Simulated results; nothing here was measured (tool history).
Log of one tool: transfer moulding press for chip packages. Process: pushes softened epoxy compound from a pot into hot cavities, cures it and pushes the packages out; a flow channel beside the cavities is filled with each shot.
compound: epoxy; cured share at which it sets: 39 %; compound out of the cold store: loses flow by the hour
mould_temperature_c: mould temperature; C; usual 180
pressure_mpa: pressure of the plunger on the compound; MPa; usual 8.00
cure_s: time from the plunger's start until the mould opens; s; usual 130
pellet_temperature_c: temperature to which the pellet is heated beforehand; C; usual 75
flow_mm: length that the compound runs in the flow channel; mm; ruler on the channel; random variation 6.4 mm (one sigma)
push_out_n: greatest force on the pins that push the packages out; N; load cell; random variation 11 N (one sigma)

run,day,mould_temperature_c,pressure_mpa,cure_s,pellet_temperature_c,incoming compound's hours out of the cold store,flow_mm,push_out_n
1,0.000,180,8.00,130,75,36.3,649,810
2,1.158,180,8.00,130,75,12.1,740,968
3,3.246,180,8.00,152,75,28.6,677,869
4,4.833,180,8.00,130,75,44.9,612,528
5,6.850,181,8.00,130,75,19.8,690,867
6,7.875,181,8.00,130,75,31.3,701,900
7,9.804,181,8.00,130,75,40.7,658,980
8,11.767,181,8.00,130,75,41.8,654,617
9,13.262,180,8.00,130,75,45.3,635,857
10,14.129,180,8.00,130,75,34.5,669,952
11,15.754,180,8.00,130,68,43.5,645,1022
12,17.125,180,8.00,130,68,9.7,745,1188
13,19.038,180,8.00,130,68,32.4,678,824
14,20.429,180,8.00,169,68,10.7,756,750
15,22.083,180,9.51,111,82,36.3,701,1391
16,23.171,180,9.51,111,82,18.7,778,1517
17,24.500,184,7.84,148,73,37.9,620,445
18,25.992,187,8.00,130,79,8.6,710,673
19,28.042,187,8.00,130,79,36.4,658,784
20,29.129,174,8.44,130,79,43.7,689,1490
21,30.117,174,9.24,121,79,20.6,796,1918
22,31.754,180,8.00,140,75,13.7,748,683
23,32.767,182,9.82,157,84,15.9,801,689
24,33.629,180,9.56,130,75,37.1,720,987
25,35.067,180,8.00,142,69,14.4,739,935
26,36.167,180,8.00,139,76,37.2,661,959
27,37.888,186,8.00,120,76,29.5,646,586

Taken out of this log: 9 entries between the listed runs. Where each belongs, and how the hidden state differs across it:
Between runs 3 and 4: cavities cleaned with cleaning compound and waxed (day 4.683)
  true mould temperature over the reading, C: 0.31 -> 0.33; pressure that reaches the compound, % of what is set: 90.44 -> 89.5; grip of the stained cavities, % over clean ones': 105.6 -> 9.3
  measured less the result without the state, flow_mm: -36 -> -36 mm; push_out_n: +443 -> +37 N
Between runs 5 and 6: plunger's sealing rings changed (day 7.558)
  true mould temperature over the reading, C: 0.36 -> 0.37; pressure that reaches the compound, % of what is set: 88.21 -> 99.36; grip of the stained cavities, % over clean ones': 76.3 -> 89.5
  measured less the result without the state, flow_mm: -46 -> -4 mm; push_out_n: +370 -> +419 N
Between runs 6 and 7: mould's thermocouples calibrated (day 8.783)
  true mould temperature over the reading, C: 0.37 -> -0.1; pressure that reaches the compound, % of what is set: 99.36 -> 98.18; grip of the stained cavities, % over clean ones': 89.5 -> 105
  measured less the result without the state, flow_mm: -4 -> -6 mm; push_out_n: +419 -> +503 N
Between runs 7 and 8: cavities cleaned with cleaning compound and waxed (day 11.258)
  true mould temperature over the reading, C: -0.1 -> -0.07; pressure that reaches the compound, % of what is set: 98.18 -> 96.98; grip of the stained cavities, % over clean ones': 105 -> 25.7
  measured less the result without the state, flow_mm: -6 -> -9 mm; push_out_n: +503 -> +128 N
Between runs 12 and 13: cavities cleaned with cleaning compound and waxed (day 17.679)
  true mould temperature over the reading, C: 0.01 -> 0.04; pressure that reaches the compound, % of what is set: 93.64 -> 92.51; grip of the stained cavities, % over clean ones': 108.5 -> 58.9
  measured less the result without the state, flow_mm: -25 -> -27 mm; push_out_n: +615 -> +304 N
Between runs 16 and 17: cavities cleaned with cleaning compound and waxed (day 24.179)
  true mould temperature over the reading, C: 0.09 -> 0.11; pressure that reaches the compound, % of what is set: 89.91 -> 89.13; grip of the stained cavities, % over clean ones': 107.8 -> 17.7
  measured less the result without the state, flow_mm: -42 -> -37 mm; push_out_n: +780 -> +67 N
Between runs 18 and 19: plunger's sealing rings changed (day 26.533)
  true mould temperature over the reading, C: 0.14 -> 0.17; pressure that reaches the compound, % of what is set: 88.21 -> 98.26; grip of the stained cavities, % over clean ones': 70 -> 96.6
  measured less the result without the state, flow_mm: -46 -> -6 mm; push_out_n: +276 -> +381 N
Between runs 21 and 22: cavities cleaned with cleaning compound and waxed (day 30.721)
  true mould temperature over the reading, C: 0.19 -> 0.22; pressure that reaches the compound, % of what is set: 96.92 -> 95.95; grip of the stained cavities, % over clean ones': 108.4 -> 47
  measured less the result without the state, flow_mm: -14 -> -16 mm; push_out_n: +985 -> +215 N
Between runs 26 and 27: cavities cleaned with cleaning compound and waxed (day 37.233)
  true mould temperature over the reading, C: 0.28 -> 0.31; pressure that reaches the compound, % of what is set: 93.04 -> 92.03; grip of the stained cavities, % over clean ones': 107.3 -> 32.6
  measured less the result without the state, flow_mm: -25 -> -29 mm; push_out_n: +490 -> +138 N
